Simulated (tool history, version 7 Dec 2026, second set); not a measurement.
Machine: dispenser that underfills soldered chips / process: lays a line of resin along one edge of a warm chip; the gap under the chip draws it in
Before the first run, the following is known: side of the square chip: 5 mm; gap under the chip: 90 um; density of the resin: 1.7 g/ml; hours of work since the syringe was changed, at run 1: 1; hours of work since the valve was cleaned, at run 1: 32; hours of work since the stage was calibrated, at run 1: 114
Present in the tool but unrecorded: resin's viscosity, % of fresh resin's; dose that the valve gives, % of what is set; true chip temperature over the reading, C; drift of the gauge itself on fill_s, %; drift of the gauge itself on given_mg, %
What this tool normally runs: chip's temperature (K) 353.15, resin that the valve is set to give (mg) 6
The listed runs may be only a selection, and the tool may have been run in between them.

run,day,chip's temperature (K),resin that the valve is set to give (mg),hours of work since the syringe was changed,hours of work since the valve was cleaned,hours of work since the stage was calibrated,time until the resin shows at the far edge (s),resin that the valve gave (mg)
1,0,353.15,6,1,32,114,11.3,5.87
2,0.192,353.15,6,4,35,117,15.1,5.82
# day 0.404: new syringe of resin
3,0.475,353.15,6,1,40,122,12.6,5.82
4,0.721,353.15,6,6,45,127,15.4,5.78
# day 0.846: new syringe of resin
5,0.871,353.15,6,1,47,130,11.7,5.77
6,1.046,353.15,5.36,4,51,133,14.5,5.16
# day 1.279: new syringe of resin
7,1.3,353.15,6,0,55,137,12,5.73
8,1.529,353.15,6,5,59,141,14.4,5.72
9,1.654,353.15,5.86,7,62,144,16.8,5.58
# day 1.729: new syringe of resin
10,1.892,342.15,6,3,66,148,24.2,5.74
11,2.062,342.15,6,6,69,151,27.2,5.7
# day 2.171: new syringe of resin
12,2.271,342.15,6,2,73,155,22.4,5.71
13,2.508,342.15,6,6,77,159,27.8,5.67
# day 2.621: new syringe of resin
14,2.671,342.15,6,1,80,162,21.7,5.66
15,2.912,342.15,7.08,5,84,166,26.6,6.69
# day 3.054: new syringe of resin
16,3.129,365.15,6,1,88,170,6.9,5.62
# day 3.367: dispensing valve cleaned and set on the balance
17,3.4,365.15,6,6,1,174,8,6.01
# day 3.542: new syringe of resin
18,3.617,365.15,6,1,4,178,7.7,5.96
19,3.85,348.15,6.51,6,9,182,20.6,6.48
# day 3.988: new syringe of resin
20,4.05,351.15,6.27,1,12,186,13.2,6.23
21,4.271,365.15,5.49,5,16,190,9.3,5.45
# day 4.425: new syringe of resin
22,4.454,365.15,5.49,1,19,193,6.3,5.45
23,4.725,343.15,5.73,6,24,198,25.9,5.64
# day 4.867: new syringe of resin
24,4.888,343.15,5.73,0,27,201,19.3,5.63
25,5.129,366.15,6,5,32,205,7.7,5.86
# day 5.312: new syringe of resin
26,5.408,366.15,6,2,37,210,6.2,5.88
27,5.579,365.15,6,5,40,213,8.6,5.85
28,5.7,365.15,6,7,42,216,8.9,5.86
# day 5.758: new syringe of resin
29,5.95,357.15,6.72,4,46,220,10.8,6.48
30,6.167,344.15,6.97,8,50,224,27,6.72
# day 6.192: new syringe of resin
31,6.321,349.15,6.88,2,53,227,16,6.66
32,6.521,340.15,7.13,6,57,230,29.2,6.86
# day 6.642: new syringe of resin
33,6.758,353.15,7.68,2,61,235,12,7.39
34,6.938,361.15,6.01,5,64,238,9.9,5.77
35,7.058,340.15,5.21,8,66,240,34.4,4.97
# day 7.096: new syringe of resin
36,7.212,348.15,7.03,2,69,243,16.1,6.69

For each entry between runs, how does the tool's hidden state at the last listed run before it compare with that at the first listed run after it?
From run 2 to run 3: new syringe of resin (day 0.404)
  resin's viscosity, % of fresh resin's: 123 -> 105.5; dose that the valve gives, % of what is set: 97.39 -> 97.07; true chip temperature over the reading, C: 0.66 -> 0.68
  the result without the hidden state subtracted from the measured one, time until the resin shows at the far edge (s): +2.4 -> +0.3; resin that the valve gave (mg): -0.16 -> -0.18
From run 4 to run 5: new syringe of resin (day 0.846)
  resin's viscosity, % of fresh resin's: 134.1 -> 103.4; dose that the valve gives, % of what is set: 96.74 -> 96.55; true chip temperature over the reading, C: 0.71 -> 0.73
  the result without the hidden state subtracted from the measured one, time until the resin shows at the far edge (s): +3.6 -> +0; resin that the valve gave (mg): -0.19 -> -0.21
From run 6 to run 7: new syringe of resin (day 1.279)
  resin's viscosity, % of fresh resin's: 122.4 -> 101.8; dose that the valve gives, % of what is set: 96.34 -> 96.03; true chip temperature over the reading, C: 0.75 -> 0.77
  the result without the hidden state subtracted from the measured one, time until the resin shows at the far edge (s): +2.4 -> -0.2; resin that the valve gave (mg): -0.19 -> -0.23
From run 9 to run 10: new syringe of resin (day 1.729)
  resin's viscosity, % of fresh resin's: 143.2 -> 115.6; dose that the valve gives, % of what is set: 95.59 -> 95.33; true chip temperature over the reading, C: 0.81 -> 0.84
  the result without the hidden state subtracted from the measured one, time until the resin shows at the far edge (s): +4.6 -> +2.5; resin that the valve gave (mg): -0.25 -> -0.28
From run 11 to run 12: new syringe of resin (day 2.171)
  resin's viscosity, % of fresh resin's: 136.2 -> 108.2; dose that the valve gives, % of what is set: 95.11 -> 94.87; true chip temperature over the reading, C: 0.86 -> 0.88
  the result without the hidden state subtracted from the measured one, time until the resin shows at the far edge (s): +6.4 -> +0.9; resin that the valve gave (mg): -0.3 -> -0.31
From run 13 to run 14: new syringe of resin (day 2.621)
  resin's viscosity, % of fresh resin's: 135.9 -> 105.6; dose that the valve gives, % of what is set: 94.61 -> 94.43; true chip temperature over the reading, C: 0.9 -> 0.92
  the result without the hidden state subtracted from the measured one, time until the resin shows at the far edge (s): +6.4 -> +0.3; resin that the valve gave (mg): -0.32 -> -0.33
From run 15 to run 16: new syringe of resin (day 3.054)
  resin's viscosity, % of fresh resin's: 133.2 -> 104.7; dose that the valve gives, % of what is set: 94.12 -> 93.88; true chip temperature over the reading, C: 0.94 -> 0.97
  the result without the hidden state subtracted from the measured one, time until the resin shows at the far edge (s): +5.7 -> +0.1; resin that the valve gave (mg): -0.42 -> -0.37
From run 16 to run 17: dispensing valve cleaned and set on the balance (day 3.367)
  resin's viscosity, % of fresh resin's: 104.7 -> 130.4; dose that the valve gives, % of what is set: 93.88 -> 100.11; true chip temperature over the reading, C: 0.97 -> 0.99
  the result without the hidden state subtracted from the measured one, time until the resin shows at the far edge (s): +0.1 -> +1.6; resin that the valve gave (mg): -0.37 -> +0.01
From run 17 to run 18: new syringe of resin (day 3.542)
  resin's viscosity, % of fresh resin's: 130.4 -> 109.4; dose that the valve gives, % of what is set: 100.11 -> 99.87; true chip temperature over the reading, C: 0.99 -> 1.02
  the result without the hidden state subtracted from the measured one, time until the resin shows at the far edge (s): +1.6 -> +0.3; resin that the valve gave (mg): +0.01 -> -0.01
From run 19 to run 20: new syringe of resin (day 3.988)
  resin's viscosity, % of fresh resin's: 136.9 -> 106.9; dose that the valve gives, % of what is set: 99.57 -> 99.32; true chip temperature over the reading, C: 1.04 -> 1.06
  the result without the hidden state subtracted from the measured one, time until the resin shows at the far edge (s): +4.7 -> +0.2; resin that the valve gave (mg): -0.02 -> -0.04
From run 21 to run 22: new syringe of resin (day 4.425)
  resin's viscosity, % of fresh resin's: 132.1 -> 103.3; dose that the valve gives, % of what is set: 99.04 -> 98.83; true chip temperature over the reading, C: 1.09 -> 1.1
  the result without the hidden state subtracted from the measured one, time until the resin shows at the far edge (s): +1.8 -> -0.1; resin that the valve gave (mg): -0.05 -> -0.06
From run 23 to run 24: new syringe of resin (day 4.867)
  resin's viscosity, % of fresh resin's: 134.2 -> 103; dose that the valve gives, % of what is set: 98.52 -> 98.33; true chip temperature over the reading, C: 1.13 -> 1.15
  the result without the hidden state subtracted from the measured one, time until the resin shows at the far edge (s): +5.5 -> -0.6; resin that the valve gave (mg): -0.09 -> -0.1
From run 25 to run 26: new syringe of resin (day 5.312)
  resin's viscosity, % of fresh resin's: 129.8 -> 109.5; dose that the valve gives, % of what is set: 98.04 -> 97.71; true chip temperature over the reading, C: 1.17 -> 1.2
  the result without the hidden state subtracted from the measured one, time until the resin shows at the far edge (s): +1.5 -> +0.3; resin that the valve gave (mg): -0.11 -> -0.13
From run 28 to run 29: new syringe of resin (day 5.758)
  resin's viscosity, % of fresh resin's: 144.5 -> 120.2; dose that the valve gives, % of what is set: 97.36 -> 97.06; true chip temperature over the reading, C: 1.24 -> 1.26
  the result without the hidden state subtracted from the measured one, time until the resin shows at the far edge (s): +2.5 -> +1.2; resin that the valve gave (mg): -0.16 -> -0.2
From run 30 to run 31: new syringe of resin (day 6.192)
  resin's viscosity, % of fresh resin's: 148 -> 113.5; dose that the valve gives, % of what is set: 96.8 -> 96.62; true chip temperature over the reading, C: 1.28 -> 1.3
  the result without the hidden state subtracted from the measured one, time until the resin shows at the far edge (s): +7.3 -> +0.9; resin that the valve gave (mg): -0.22 -> -0.23
From run 32 to run 33: new syringe of resin (day 6.642)
  resin's viscosity, % of fresh resin's: 137.5 -> 112.3; dose that the valve gives, % of what is set: 96.4 -> 96.1; true chip temperature over the reading, C: 1.32 -> 1.34
  the result without the hidden state subtracted from the measured one, time until the resin shows at the far edge (s): +6.6 -> +0.6; resin that the valve gave (mg): -0.26 -> -0.3
From run 35 to run 36: new syringe of resin (day 7.096)
  resin's viscosity, % of fresh resin's: 149.9 -> 111.1; dose that the valve gives, % of what is set: 95.75 -> 95.57; true chip temperature over the reading, C: 1.38 -> 1.39
  the result without the hidden state subtracted from the measured one, time until the resin shows at the far edge (s): +10.1 -> +0.6; resin that the valve gave (mg): -0.22 -> -0.32

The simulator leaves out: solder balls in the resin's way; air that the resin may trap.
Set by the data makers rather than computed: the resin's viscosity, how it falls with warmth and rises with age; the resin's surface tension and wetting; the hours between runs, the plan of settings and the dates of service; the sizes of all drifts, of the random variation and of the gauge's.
